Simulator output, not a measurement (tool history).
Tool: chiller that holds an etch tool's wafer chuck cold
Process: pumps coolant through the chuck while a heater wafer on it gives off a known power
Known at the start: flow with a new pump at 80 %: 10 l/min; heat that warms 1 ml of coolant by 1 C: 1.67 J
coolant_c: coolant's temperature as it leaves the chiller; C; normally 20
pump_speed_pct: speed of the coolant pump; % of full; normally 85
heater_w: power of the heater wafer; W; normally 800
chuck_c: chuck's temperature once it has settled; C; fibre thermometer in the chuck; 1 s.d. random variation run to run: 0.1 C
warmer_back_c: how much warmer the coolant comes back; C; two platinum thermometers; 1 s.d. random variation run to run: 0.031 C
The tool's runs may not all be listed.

run,day,coolant_c,pump_speed_pct,heater_w,chuck_c,warmer_back_c
1,0,20,85,800,28.8,2.81
2,2.812,20,85,800,28.9,2.78
3,5.579,13,85,800,21.7,2.83
4,8.458,13,85,800,22,2.8
5,10.067,20,85,800,29,2.78
6,12.262,15,85,800,23.8,2.79
7,15.575,23,85,800,31.9,2.79
# day 15.983: coolant pump overhauled
8,17.762,23,85,800,31.9,2.84
9,20.762,23,85,800,32,2.9
10,24.221,23,85,800,32.1,2.86
11,27.692,14,94,1057,25.3,3.42
12,29.729,14,94,442,18.9,1.4

Alternative continuations, all from the tool just after run 12; predict every row:
A,31.892,14,87,800,?,?
B,31.892,24,67,773,?,?
C,31.892,14,66,442,?,?
D,31.892,20,79,470,?,?

run,chuck_c,warmer_back_c
A,23,2.79
B,34,3.44
C,20,1.97
D,25.6,1.8
Had the tool no hidden state, the same runs would have come out as:
run,chuck_c,warmer_back_c
A,22.1,2.64
B,33.1,3.26
C,19.4,1.86
D,25,1.7
